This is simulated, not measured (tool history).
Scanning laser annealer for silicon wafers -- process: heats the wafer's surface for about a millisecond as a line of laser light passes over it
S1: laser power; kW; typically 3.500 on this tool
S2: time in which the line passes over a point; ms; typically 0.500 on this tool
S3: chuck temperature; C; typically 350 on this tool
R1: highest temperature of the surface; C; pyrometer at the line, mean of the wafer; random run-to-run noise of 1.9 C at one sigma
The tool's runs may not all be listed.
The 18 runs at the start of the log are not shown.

{"run": 19, "hour": 1070.4, "S1": 3.5, "S2": 0.5, "S3": 350, "R1": 1193}
{"run": 20, "hour": 1162.3, "S1": 3.5, "S2": 0.5, "S3": 371, "R1": 1212}
{"run": 21, "hour": 1246.7, "S1": 3.5, "S2": 0.5, "S3": 371, "R1": 1208}
{"run": 22, "hour": 1293.7, "S1": 3.5, "S2": 0.403, "S3": 371, "R1": 1124}
{"run": 23, "hour": 1384.0, "S1": 3.251, "S2": 0.5, "S3": 313, "R1": 1078}
{"run": 24, "hour": 1467.8, "S1": 3.299, "S2": 0.5, "S3": 350, "R1": 1128}
{"run": 25, "hour": 1548.0, "S1": 3.186, "S2": 0.5, "S3": 356, "R1": 1107}
{"hour": 1572.2, "done": "window over the wafer cleaned"}
{"run": 26, "hour": 1640.5, "S1": 3.186, "S2": 0.5, "S3": 356, "R1": 1102}
{"run": 27, "hour": 1681.9, "S1": 3.186, "S2": 0.5, "S3": 356, "R1": 1106}
{"run": 28, "hour": 1758.3, "S1": 3.186, "S2": 0.5, "S3": 356, "R1": 1106}
{"run": 29, "hour": 1812.7, "S1": 3.795, "S2": 0.5, "S3": 340, "R1": 1271}
{"run": 30, "hour": 1901.9, "S1": 3.795, "S2": 0.5, "S3": 340, "R1": 1268}
{"run": 31, "hour": 1974.0, "S1": 3.795, "S2": 0.425, "S3": 340, "R1": 1196}
{"run": 32, "hour": 2040.8, "S1": 3.567, "S2": 0.5, "S3": 350, "R1": 1211}
{"run": 33, "hour": 2107.3, "S1": 3.567, "S2": 0.5, "S3": 350, "R1": 1212}
{"run": 34, "hour": 2147.9, "S1": 3.567, "S2": 0.5, "S3": 350, "R1": 1210}
{"run": 35, "hour": 2243.2, "S1": 3.338, "S2": 0.5, "S3": 369, "R1": 1162}
{"run": 36, "hour": 2332.3, "S1": 2.979, "S2": 0.609, "S3": 325, "R1": 1084}
{"run": 37, "hour": 2397.0, "S1": 3.2, "S2": 0.5, "S3": 311, "R1": 1063}
{"run": 38, "hour": 2490.8, "S1": 3.01, "S2": 0.517, "S3": 314, "R1": 1023}
{"run": 39, "hour": 2544.5, "S1": 3.355, "S2": 0.517, "S3": 314, "R1": 1125}
{"run": 40, "hour": 2628.8, "S1": 3.355, "S2": 0.517, "S3": 314, "R1": 1125}
{"run": 41, "hour": 2708.2, "S1": 3.018, "S2": 0.5, "S3": 338, "R1": 1033}
{"run": 42, "hour": 2748.8, "S1": 3.833, "S2": 0.415, "S3": 317, "R1": 1174}

3 ways to go on from here, each from the tool as it stands after run 42. What would each give?
{"run": "A", "hour": 2818.3, "S1": 3.797, "S2": 0.4, "S3": 342, "R1": "?"}
{"run": "B", "hour": 2818.3, "S1": 3.218, "S2": 0.376, "S3": 321, "R1": "?"}
{"run": "C", "hour": 2818.3, "S1": 3.43, "S2": 0.411, "S3": 359, "R1": "?"}

run=A R1=1171
run=B R1=976
run=C R1=1099
What these runs would have given with no unlogged condition in the tool:
run=A R1=1172
run=B R1=977
run=C R1=1100

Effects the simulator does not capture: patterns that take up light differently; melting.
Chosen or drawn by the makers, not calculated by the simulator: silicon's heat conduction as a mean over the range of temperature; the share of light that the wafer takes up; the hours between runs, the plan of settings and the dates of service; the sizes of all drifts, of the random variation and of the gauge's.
